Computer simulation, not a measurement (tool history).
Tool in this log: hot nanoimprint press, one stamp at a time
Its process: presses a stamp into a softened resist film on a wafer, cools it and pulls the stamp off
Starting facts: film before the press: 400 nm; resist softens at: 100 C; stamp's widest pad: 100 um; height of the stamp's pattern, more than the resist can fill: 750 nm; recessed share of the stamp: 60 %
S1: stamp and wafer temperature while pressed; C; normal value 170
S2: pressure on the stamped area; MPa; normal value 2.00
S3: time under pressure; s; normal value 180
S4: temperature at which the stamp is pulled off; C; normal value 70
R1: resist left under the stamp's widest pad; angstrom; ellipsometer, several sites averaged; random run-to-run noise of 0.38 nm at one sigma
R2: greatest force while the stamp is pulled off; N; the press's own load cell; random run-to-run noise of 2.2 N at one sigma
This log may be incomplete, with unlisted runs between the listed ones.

run,hour,S1,S2,S3,S4,R1,R2
1,0.0,170,2.00,180,70,1833,97
2,18.1,181,2.00,180,70,1284,100
3,35.1,170,2.00,180,70,1836,102
4,55.3,170,2.00,180,70,1843,101
5,75.9,170,2.00,242,70,1645,102
6,91.9,170,2.00,180,70,1846,102
7,101.5,170,2.00,180,70,1848,103
8,113.7,170,2.00,180,70,1847,98
9,133.2,170,2.00,180,70,1859,104
10,150.5,170,2.00,180,70,1851,102
11,161.1,170,2.00,180,70,1863,99
12,176.4,170,2.00,180,70,1861,99
13,197.1,170,2.00,180,70,1854,101
14,210.2,170,2.00,180,70,1862,102
15,229.2,170,2.00,180,70,1860,98
16,248.1,170,2.00,311,58,1501,123
17,260.9,178,1.56,180,70,1618,99
# hour 272.9: gauge calibrated
18,276.2,178,1.56,180,70,1588,96
19,292.7,178,1.56,180,70,1587,105
20,301.7,178,2.15,180,70,1368,100

Forecast run 21:
21,313.8,179,1.35,121,70,?,?

R1: 1923 angstrom
R2: 104 N
Minus the tool's unlogged condition, the same run would have read R1 1918 angstrom, R2 103 N.

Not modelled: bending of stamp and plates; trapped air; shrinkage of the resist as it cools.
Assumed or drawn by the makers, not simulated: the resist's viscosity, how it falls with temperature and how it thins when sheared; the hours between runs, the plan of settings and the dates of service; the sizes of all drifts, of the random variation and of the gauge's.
